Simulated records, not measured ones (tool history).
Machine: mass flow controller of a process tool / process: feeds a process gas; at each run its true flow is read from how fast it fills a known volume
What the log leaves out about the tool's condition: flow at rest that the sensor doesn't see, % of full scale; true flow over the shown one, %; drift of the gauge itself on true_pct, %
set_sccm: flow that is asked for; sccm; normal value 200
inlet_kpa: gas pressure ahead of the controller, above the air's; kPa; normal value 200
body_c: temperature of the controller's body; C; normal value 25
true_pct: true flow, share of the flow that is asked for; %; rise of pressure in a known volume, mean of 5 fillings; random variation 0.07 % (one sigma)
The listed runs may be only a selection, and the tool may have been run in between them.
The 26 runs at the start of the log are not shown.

run,day,set_sccm,inlet_kpa,body_c,hours of work since the controller was set to zero,hours of work since the controller was changed,true_pct
27,164.733,173,240,29,5952,5952,100.77
28,172.050,173,238,20,6047,6047,101.58
29,181.275,173,238,20,6167,6167,101.65
30,189.229,256,197,32,6271,6271,99.47
31,196.862,256,197,32,6370,6370,99.48
32,203.242,256,197,32,6453,6453,99.51
33,209.762,256,216,32,6538,6538,99.40
34,216.671,79,141,32,6628,6628,105.39
# day 217.125: controller's zero set anew
35,224.608,117,200,25,97,6731,107.26
36,228.667,200,182,27,150,6784,102.96
37,235.808,58,205,31,243,6876,117.27
38,242.825,90,173,25,334,6968,110.23
# day 245.454: controller's zero set anew, once more
39,247.458,207,192,30,26,7028,96.60
40,255.138,307,210,37,126,7128,96.12
41,261.696,307,252,40,211,7213,96.03
42,267.267,159,154,37,284,7286,95.82
43,275.771,123,143,26,394,7396,96.86
44,282.975,100,143,26,488,7490,97.07
45,287.154,213,143,26,543,7544,97.00
46,295.196,213,143,26,647,7649,96.93
47,301.775,185,161,27,733,7735,96.75
48,305.792,185,161,27,785,7787,96.96

Alternative continuations, all from the tool just after run 48; predict every row:
A,315.279,62,233,27,909,7910,?
B,315.279,164,200,28,909,7910,?
C,315.279,185,161,39,909,7910,?

run,true_pct
A,97.98
B,96.84
C,95.91
Stripped of hidden state, with their random variation kept, the same runs would have yielded:
run,true_pct
A,99.04
B,98.91
C,98.05

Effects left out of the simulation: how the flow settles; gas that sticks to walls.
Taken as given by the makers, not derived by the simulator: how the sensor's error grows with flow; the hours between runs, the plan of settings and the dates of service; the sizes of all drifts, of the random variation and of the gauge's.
